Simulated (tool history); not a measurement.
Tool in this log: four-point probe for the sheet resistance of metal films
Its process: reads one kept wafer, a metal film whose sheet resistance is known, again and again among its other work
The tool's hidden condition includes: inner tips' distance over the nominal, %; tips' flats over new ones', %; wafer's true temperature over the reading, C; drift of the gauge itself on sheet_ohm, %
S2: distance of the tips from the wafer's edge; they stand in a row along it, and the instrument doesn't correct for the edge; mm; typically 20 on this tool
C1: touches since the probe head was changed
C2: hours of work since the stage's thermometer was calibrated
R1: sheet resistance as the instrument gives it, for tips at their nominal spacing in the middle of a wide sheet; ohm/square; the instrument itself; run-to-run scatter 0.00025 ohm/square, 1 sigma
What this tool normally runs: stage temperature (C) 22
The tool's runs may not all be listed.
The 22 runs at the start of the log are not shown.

{"run": 23, "day": 52.1, "stage temperature (C)": 25, "S2": 20, "C1": 78597, "C2": 2051, "R1": 1.262331}
{"day": 53.917, "done": "stage's thermometer calibrated"}
{"run": 24, "day": 54.829, "stage temperature (C)": 25, "S2": 20, "C1": 80879, "C2": 12, "R1": 1.261913}
{"run": 25, "day": 57.767, "stage temperature (C)": 33, "S2": 6, "C1": 83355, "C2": 52, "R1": 1.264797}
{"run": 26, "day": 59.242, "stage temperature (C)": 26, "S2": 7, "C1": 84596, "C2": 71, "R1": 1.266466}
{"run": 27, "day": 62.212, "stage temperature (C)": 34, "S2": 31, "C1": 87101, "C2": 111, "R1": 1.257487}
{"run": 28, "day": 65.604, "stage temperature (C)": 20, "S2": 20, "C1": 89959, "C2": 157, "R1": 1.265054}
{"run": 29, "day": 67.683, "stage temperature (C)": 20, "S2": 20, "C1": 91709, "C2": 185, "R1": 1.265274}
{"run": 30, "day": 69.467, "stage temperature (C)": 27, "S2": 4, "C1": 93213, "C2": 209, "R1": 1.277513}
{"run": 31, "day": 71.554, "stage temperature (C)": 30, "S2": 7, "C1": 94970, "C2": 237, "R1": 1.264748}
{"run": 32, "day": 74.704, "stage temperature (C)": 21, "S2": 4, "C1": 97627, "C2": 279, "R1": 1.280763}
{"run": 33, "day": 76.725, "stage temperature (C)": 18, "S2": 11, "C1": 99329, "C2": 306, "R1": 1.267628}
{"run": 34, "day": 79.092, "stage temperature (C)": 20, "S2": 3, "C1": 101322, "C2": 338, "R1": 1.293885}
{"run": 35, "day": 82.421, "stage temperature (C)": 20, "S2": 3, "C1": 104126, "C2": 382, "R1": 1.293597}
{"run": 36, "day": 84.75, "stage temperature (C)": 26, "S2": 39, "C1": 106091, "C2": 414, "R1": 1.260766}
{"run": 37, "day": 88.129, "stage temperature (C)": 21, "S2": 64, "C1": 108936, "C2": 459, "R1": 1.26394}
{"run": 38, "day": 90.417, "stage temperature (C)": 21, "S2": 64, "C1": 110865, "C2": 490, "R1": 1.263191}
{"run": 39, "day": 93.725, "stage temperature (C)": 21, "S2": 64, "C1": 113652, "C2": 534, "R1": 1.263868}

Consider 4 possible next runs. They are alternatives, not a sequence: every one starts from the tool as it was left by run 39. What does each give?
{"run": "A", "day": 95.175, "stage temperature (C)": 18, "S2": 5, "C1": 114874, "C2": 553, "R1": "?"}
{"run": "B", "day": 95.175, "stage temperature (C)": 33, "S2": 25, "C1": 114874, "C2": 553, "R1": "?"}
{"run": "C", "day": 95.175, "stage temperature (C)": 24, "S2": 51, "C1": 114874, "C2": 553, "R1": "?"}
{"run": "D", "day": 95.175, "stage temperature (C)": 22, "S2": 3, "C1": 114874, "C2": 553, "R1": "?"}

run=A R1=1.276358
run=B R1=1.258126
run=C R1=1.262334
run=D R1=1.292421
Stripped of hidden state, with their random variation kept, the same runs would have yielded:
run=A R1=1.276267
run=B R1=1.258036
run=C R1=1.262244
run=D R1=1.292329

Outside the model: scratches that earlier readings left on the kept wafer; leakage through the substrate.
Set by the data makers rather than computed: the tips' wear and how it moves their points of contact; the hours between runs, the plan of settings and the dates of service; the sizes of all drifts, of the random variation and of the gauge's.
